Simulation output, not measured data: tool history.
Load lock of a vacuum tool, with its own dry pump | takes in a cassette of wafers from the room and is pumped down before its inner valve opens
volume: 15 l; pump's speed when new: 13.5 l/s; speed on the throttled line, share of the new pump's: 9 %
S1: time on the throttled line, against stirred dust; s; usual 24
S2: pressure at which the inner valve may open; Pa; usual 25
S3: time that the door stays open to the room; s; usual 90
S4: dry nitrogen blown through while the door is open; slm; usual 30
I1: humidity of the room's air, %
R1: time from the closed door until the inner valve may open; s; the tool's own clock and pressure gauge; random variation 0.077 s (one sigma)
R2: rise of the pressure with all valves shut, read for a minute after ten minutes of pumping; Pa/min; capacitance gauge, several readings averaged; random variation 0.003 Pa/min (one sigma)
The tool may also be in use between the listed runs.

{"run": 1, "hour": 0.0, "S1": 24, "S2": 25, "S3": 90, "S4": 30, "I1": 44.5, "R1": 31.78, "R2": 0.148}
{"run": 2, "hour": 281.8, "S1": 24, "S2": 25, "S3": 90, "S4": 30, "I1": 45.1, "R1": 31.84, "R2": 0.149}
{"run": 3, "hour": 473.2, "S1": 24, "S2": 25, "S3": 90, "S4": 30, "I1": 45.6, "R1": 31.87, "R2": 0.168}
{"run": 4, "hour": 734.6, "S1": 24, "S2": 25, "S3": 90, "S4": 30, "I1": 41.9, "R1": 31.87, "R2": 0.168}
{"run": 5, "hour": 1019.2, "S1": 45, "S2": 25, "S3": 90, "S4": 30, "I1": 42.8, "R1": 50.89, "R2": 0.174}
{"run": 6, "hour": 1319.2, "S1": 45, "S2": 25, "S3": 90, "S4": 30, "I1": 42.8, "R1": 50.57, "R2": 0.182}
{"run": 7, "hour": 1531.7, "S1": 25, "S2": 25, "S3": 90, "S4": 30, "I1": 43.6, "R1": 32.77, "R2": 0.189}
{"run": 8, "hour": 1842.7, "S1": 24, "S2": 25, "S3": 90, "S4": 24, "I1": 47.2, "R1": 32.04, "R2": 0.214}
{"run": 9, "hour": 2106.2, "S1": 24, "S2": 25, "S3": 90, "S4": 24, "I1": 44.6, "R1": 31.98, "R2": 0.215}
{"run": 10, "hour": 2361.4, "S1": 24, "S2": 25, "S3": 137, "S4": 30, "I1": 43.1, "R1": 32.21, "R2": 0.226}
{"run": 11, "hour": 2657.1, "S1": 24, "S2": 25, "S3": 137, "S4": 30, "I1": 46.3, "R1": 32.01, "R2": 0.252}
{"run": 12, "hour": 2849.9, "S1": 24, "S2": 25, "S3": 90, "S4": 30, "I1": 45.8, "R1": 32.08, "R2": 0.238}
{"run": 13, "hour": 3088.0, "S1": 16, "S2": 25, "S3": 90, "S4": 30, "I1": 46.1, "R1": 25.02, "R2": 0.239}
{"run": 14, "hour": 3240.4, "S1": 16, "S2": 25, "S3": 90, "S4": 30, "I1": 46.9, "R1": 25.03, "R2": 0.247}
{"run": 15, "hour": 3544.2, "S1": 24, "S2": 35, "S3": 90, "S4": 30, "I1": 43.2, "R1": 31.79, "R2": 0.261}
{"run": 16, "hour": 3733.1, "S1": 24, "S2": 35, "S3": 90, "S4": 30, "I1": 43.1, "R1": 31.83, "R2": 0.256}
{"run": 17, "hour": 3875.7, "S1": 24, "S2": 35, "S3": 90, "S4": 30, "I1": 47.1, "R1": 31.71, "R2": 0.271}
{"run": 18, "hour": 4155.6, "S1": 24, "S2": 25, "S3": 90, "S4": 30, "I1": 44.8, "R1": 32.18, "R2": 0.28}
{"run": 19, "hour": 4291.3, "S1": 24, "S2": 25, "S3": 90, "S4": 30, "I1": 46.0, "R1": 32.19, "R2": 0.286}
{"run": 20, "hour": 4541.0, "S1": 24, "S2": 25, "S3": 90, "S4": 30, "I1": 47.4, "R1": 32.33, "R2": 0.297}
{"run": 21, "hour": 4779.3, "S1": 24, "S2": 26, "S3": 90, "S4": 30, "I1": 46.3, "R1": 32.3, "R2": 0.307}
{"run": 22, "hour": 4933.8, "S1": 16, "S2": 32, "S3": 27, "S4": 5, "I1": 46.1, "R1": 24.85, "R2": 0.304}
{"run": 23, "hour": 5091.1, "S1": 30, "S2": 25, "S3": 68, "S4": 13, "I1": 44.2, "R1": 37.85, "R2": 0.319}
{"run": 24, "hour": 5305.4, "S1": 21, "S2": 25, "S3": 62, "S4": 30, "I1": 45.5, "R1": 29.72, "R2": 0.309}
{"run": 25, "hour": 5485.5, "S1": 32, "S2": 25, "S3": 41, "S4": 10, "I1": 43.6, "R1": 39.44, "R2": 0.321}
{"run": 26, "hour": 5713.5, "S1": 32, "S2": 25, "S3": 41, "S4": 10, "I1": 47.3, "R1": 39.39, "R2": 0.338}
{"run": 27, "hour": 5926.4, "S1": 43, "S2": 22, "S3": 38, "S4": 18, "I1": 44.6, "R1": 49.58, "R2": 0.328}
{"run": 28, "hour": 6124.2, "S1": 24, "S2": 25, "S3": 90, "S4": 14, "I1": 41.9, "R1": 32.55, "R2": 0.367}
{"run": 29, "hour": 6302.6, "S1": 43, "S2": 19, "S3": 204, "S4": 15, "I1": 46.5, "R1": 49.58, "R2": 0.431}
{"run": 30, "hour": 6558.5, "S1": 12, "S2": 43, "S3": 41, "S4": 18, "I1": 42.3, "R1": 20.98, "R2": 0.354}
{"run": 31, "hour": 6768.8, "S1": 17, "S2": 22, "S3": 82, "S4": 23, "I1": 45.3, "R1": 26.49, "R2": 0.372}
{"run": 32, "hour": 7016.4, "S1": 24, "S2": 25, "S3": 90, "S4": 20, "I1": 47.4, "R1": 32.44, "R2": 0.407}
{"run": 33, "hour": 7222.0, "S1": 31, "S2": 23, "S3": 90, "S4": 30, "I1": 44.1, "R1": 38.76, "R2": 0.392}
{"run": 34, "hour": 7456.7, "S1": 23, "S2": 25, "S3": 52, "S4": 5, "I1": 43.9, "R1": 31.67, "R2": 0.414}
{"run": 35, "hour": 7743.0, "S1": 23, "S2": 25, "S3": 52, "S4": 5, "I1": 43.8, "R1": 31.58, "R2": 0.432}
{"run": 36, "hour": 8004.3, "S1": 24, "S2": 25, "S3": 56, "S4": 30, "I1": 44.3, "R1": 32.52, "R2": 0.414}

5 ways to go on from here, each from the tool as it stands after run 36. What would each give?
{"run": "A", "hour": 8310.8, "S1": 24, "S2": 25, "S3": 71, "S4": 30, "I1": 45.6, "R1": "?", "R2": "?"}
{"run": "B", "hour": 8310.8, "S1": 24, "S2": 43, "S3": 150, "S4": 23, "I1": 49.0, "R1": "?", "R2": "?"}
{"run": "C", "hour": 8310.8, "S1": 24, "S2": 49, "S3": 79, "S4": 30, "I1": 48.9, "R1": "?", "R2": "?"}
{"run": "D", "hour": 8310.8, "S1": 22, "S2": 25, "S3": 56, "S4": 30, "I1": 46.3, "R1": "?", "R2": "?"}
{"run": "E", "hour": 8310.8, "S1": 26, "S2": 25, "S3": 90, "S4": 30, "I1": 43.6, "R1": "?", "R2": "?"}

run=A R1=32.72 R2=0.429
run=B R1=31.95 R2=0.483
run=C R1=31.63 R2=0.441
run=D R1=30.91 R2=0.429
run=E R1=34.43 R2=0.445
Without the tool's hidden state the same runs would have given:
run=A R1=31.16 R2=0.041
run=B R1=30.53 R2=0.090
run=C R1=30.25 R2=0.049
run=D R1=29.32 R2=0.042
run=E R1=32.89 R2=0.052

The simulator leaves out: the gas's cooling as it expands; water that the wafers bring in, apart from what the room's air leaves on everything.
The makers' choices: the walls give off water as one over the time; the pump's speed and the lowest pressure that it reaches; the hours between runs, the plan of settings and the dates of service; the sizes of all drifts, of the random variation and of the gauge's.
